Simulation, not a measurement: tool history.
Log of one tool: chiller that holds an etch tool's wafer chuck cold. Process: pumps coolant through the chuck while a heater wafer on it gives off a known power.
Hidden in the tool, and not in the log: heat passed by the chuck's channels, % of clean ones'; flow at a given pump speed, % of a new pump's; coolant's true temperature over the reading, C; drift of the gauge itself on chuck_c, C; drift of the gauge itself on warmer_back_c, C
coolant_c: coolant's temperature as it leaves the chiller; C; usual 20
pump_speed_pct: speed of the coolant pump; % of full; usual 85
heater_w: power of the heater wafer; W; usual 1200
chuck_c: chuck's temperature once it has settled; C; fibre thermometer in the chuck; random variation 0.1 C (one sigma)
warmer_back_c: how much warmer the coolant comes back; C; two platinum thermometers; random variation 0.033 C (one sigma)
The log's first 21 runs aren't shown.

run,hour,coolant_c,pump_speed_pct,heater_w,hours since the coolant was changed and the channels were flushed,hours since the pump was overhauled,hours since the chiller's thermometer was calibrated,chuck_c,warmer_back_c
22,1617.6,22,66,1660,1617,3637,147,42.5,8.79
23,1659.4,14,66,1660,1658,3679,189,34.5,8.75
24,1727.4,14,66,1660,1726,3747,257,34.3,8.75
25,1773.8,12,95,1660,1773,3793,303,28.1,5.99
26,1832.4,15,97,1555,1831,3852,362,30.0,5.51
27,1883.9,20,71,1317,1883,3903,413,35.6,6.43
28,1981.3,21,69,1057,1980,4001,511,33.7,5.39
29,2054.5,21,63,1057,2053,4074,584,34.7,5.88
30,2102.1,21,63,1057,2101,4121,632,34.7,5.88
31,2174.0,24,69,1147,2173,4193,703,37.8,5.84

Forecast each of these 4 alternatives for the next run:
A,2217.5,19,63,1188,2216,4237,747,?,?
B,2217.5,27,98,1312,2216,4237,747,?,?
C,2217.5,13,97,736,2216,4237,747,?,?
D,2217.5,11,85,1421,2216,4237,747,?,?

run,chuck_c,warmer_back_c
A,34.5,6.68
B,39.6,4.66
C,20.0,2.61
D,26.1,5.84
Without the tool's hidden state the same runs would have given:
run,chuck_c,warmer_back_c
A,33.1,6.15
B,38.5,4.30
C,19.4,2.41
D,24.8,5.38

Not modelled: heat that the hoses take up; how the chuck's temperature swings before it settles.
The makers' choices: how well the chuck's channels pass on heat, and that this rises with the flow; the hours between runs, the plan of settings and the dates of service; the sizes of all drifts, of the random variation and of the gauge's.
